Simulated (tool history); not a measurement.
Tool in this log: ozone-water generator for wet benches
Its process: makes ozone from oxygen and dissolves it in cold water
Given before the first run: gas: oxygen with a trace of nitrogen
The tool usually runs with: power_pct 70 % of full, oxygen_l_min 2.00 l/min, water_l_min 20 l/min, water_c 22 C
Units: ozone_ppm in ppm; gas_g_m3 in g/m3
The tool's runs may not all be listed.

{"run": 1, "day": 0.0, "power_pct": 70, "oxygen_l_min": 2.0, "water_l_min": 20, "water_c": 22, "ozone_ppm": 8.3, "gas_g_m3": 194.4}
{"run": 2, "day": 4.55, "power_pct": 70, "oxygen_l_min": 2.0, "water_l_min": 20, "water_c": 22, "ozone_ppm": 8.3, "gas_g_m3": 192.4}
{"run": 3, "day": 11.146, "power_pct": 70, "oxygen_l_min": 2.0, "water_l_min": 20, "water_c": 22, "ozone_ppm": 8.3, "gas_g_m3": 194.5}
{"run": 4, "day": 17.183, "power_pct": 70, "oxygen_l_min": 2.0, "water_l_min": 20, "water_c": 22, "ozone_ppm": 8.3, "gas_g_m3": 191.4}
{"run": 5, "day": 20.65, "power_pct": 70, "oxygen_l_min": 2.0, "water_l_min": 20, "water_c": 22, "ozone_ppm": 8.2, "gas_g_m3": 193.1}
{"run": 6, "day": 24.375, "power_pct": 70, "oxygen_l_min": 1.04, "water_l_min": 20, "water_c": 22, "ozone_ppm": 6.6, "gas_g_m3": 258.0}
{"day": 24.896, "done": "contactor cleaned"}
{"run": 7, "day": 32.346, "power_pct": 70, "oxygen_l_min": 2.0, "water_l_min": 20, "water_c": 19, "ozone_ppm": 7.9, "gas_g_m3": 192.1}
{"run": 8, "day": 37.1, "power_pct": 70, "oxygen_l_min": 1.35, "water_l_min": 14, "water_c": 18, "ozone_ppm": 10.7, "gas_g_m3": 230.4}
{"day": 42.279, "done": "contactor cleaned, once more"}
{"run": 9, "day": 43.683, "power_pct": 70, "oxygen_l_min": 2.98, "water_l_min": 20, "water_c": 22, "ozone_ppm": 9.4, "gas_g_m3": 162.2}
{"run": 10, "day": 49.275, "power_pct": 54, "oxygen_l_min": 3.33, "water_l_min": 25, "water_c": 15, "ozone_ppm": 7.1, "gas_g_m3": 133.9}
{"run": 11, "day": 56.958, "power_pct": 54, "oxygen_l_min": 3.33, "water_l_min": 25, "water_c": 15, "ozone_ppm": 7.0, "gas_g_m3": 133.1}
{"run": 12, "day": 62.421, "power_pct": 54, "oxygen_l_min": 3.33, "water_l_min": 25, "water_c": 15, "ozone_ppm": 7.3, "gas_g_m3": 133.8}
{"run": 13, "day": 69.854, "power_pct": 54, "oxygen_l_min": 3.33, "water_l_min": 25, "water_c": 15, "ozone_ppm": 7.1, "gas_g_m3": 133.2}
{"run": 14, "day": 77.929, "power_pct": 54, "oxygen_l_min": 2.77, "water_l_min": 22, "water_c": 15, "ozone_ppm": 7.7, "gas_g_m3": 145.0}

Here are 3 independent what-if runs from the current tool condition. What would each one return?
{"run": "A", "day": 85.288, "power_pct": 70, "oxygen_l_min": 2.02, "water_l_min": 20, "water_c": 19, "ozone_ppm": "?", "gas_g_m3": "?"}
{"run": "B", "day": 85.288, "power_pct": 54, "oxygen_l_min": 1.15, "water_l_min": 17, "water_c": 26, "ozone_ppm": "?", "gas_g_m3": "?"}
{"run": "C", "day": 85.288, "power_pct": 70, "oxygen_l_min": 2.0, "water_l_min": 20, "water_c": 22, "ozone_ppm": "?", "gas_g_m3": "?"}

run=A ozone_ppm=8.8 gas_g_m3=190.8
run=B ozone_ppm=7.3 gas_g_m3=215.8
run=C ozone_ppm=8.2 gas_g_m3=191.6
With the hidden condition removed and each run's random variation left untouched, the same runs would have given:
run=A ozone_ppm=9.4 gas_g_m3=201.5
run=B ozone_ppm=7.7 gas_g_m3=226.2
run=C ozone_ppm=8.8 gas_g_m3=202.3
